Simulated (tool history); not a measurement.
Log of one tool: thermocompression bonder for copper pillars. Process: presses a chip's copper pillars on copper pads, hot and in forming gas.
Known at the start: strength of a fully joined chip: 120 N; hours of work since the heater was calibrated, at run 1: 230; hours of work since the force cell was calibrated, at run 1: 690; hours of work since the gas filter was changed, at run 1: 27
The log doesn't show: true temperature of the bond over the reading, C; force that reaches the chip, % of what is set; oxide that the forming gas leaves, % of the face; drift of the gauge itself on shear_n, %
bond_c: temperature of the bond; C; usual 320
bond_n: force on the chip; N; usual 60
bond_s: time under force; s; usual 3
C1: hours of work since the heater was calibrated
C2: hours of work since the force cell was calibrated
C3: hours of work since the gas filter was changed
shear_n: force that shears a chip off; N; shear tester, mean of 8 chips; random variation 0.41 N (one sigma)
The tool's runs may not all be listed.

Run 1, day 0.000: usual settings; C1 230; C2 690; C3 27. Result: shear_n 52.9 N.
Run 2, day 1.521: usual settings; C1 245; C2 705; C3 42. Result: shear_n 54.5 N.
Run 3, day 3.833: usual settings; C1 267; C2 727; C3 65. Result: shear_n 53.0 N.
Run 4, day 5.283: usual settings but bond_s 2 s; C1 281; C2 742; C3 79. Result: shear_n 45.5 N.
Run 5, day 6.971: usual settings but bond_s 2 s; C1 298; C2 758; C3 96. Result: shear_n 45.7 N.
At day 7.208: heater calibrated with a thermocouple chip.
Run 6, day 9.267: usual settings but bond_c 312 C, bond_s 2 s; C1 20; C2 780; C3 117. Result: shear_n 42.4 N.
At day 10.196: forming gas filter changed.
Run 7, day 10.617: usual settings but bond_n 84 N, bond_s 6 s; C1 33; C2 793; C3 4. Result: shear_n 84.8 N.
Run 8, day 12.492: usual settings but bond_c 313 C, bond_n 86 N; C1 52; C2 811; C3 22. Result: shear_n 66.0 N.
Run 9, day 14.950: usual settings but bond_n 85 N; C1 76; C2 835; C3 47. Result: shear_n 69.5 N.
Run 10, day 16.254: usual settings but bond_n 85 N; C1 88; C2 848; C3 59. Result: shear_n 69.9 N.
At day 17.042: heater calibrated with a thermocouple chip, once more.
Run 11, day 18.038: usual settings but bond_n 85 N; C1 10; C2 865; C3 76. Result: shear_n 62.3 N.

Some steps in shear_n between neighbouring runs. How much of each would the tool show without its hidden state too (settings, what came in, random variation), and how much is left for the hidden state, with any gauge scatter that isn't in both results?
Run 6 -> 7: bond_c 312 -> 320, bond_n 60 -> 84, bond_s 2 -> 6, forming gas filter changed. shear_n +42.4 N: hidden state +4.2, all else +38.2.
Run 10 -> 11: heater calibrated with a thermocouple chip, once more. shear_n -7.6 N: hidden state -6.8, all else -0.8.

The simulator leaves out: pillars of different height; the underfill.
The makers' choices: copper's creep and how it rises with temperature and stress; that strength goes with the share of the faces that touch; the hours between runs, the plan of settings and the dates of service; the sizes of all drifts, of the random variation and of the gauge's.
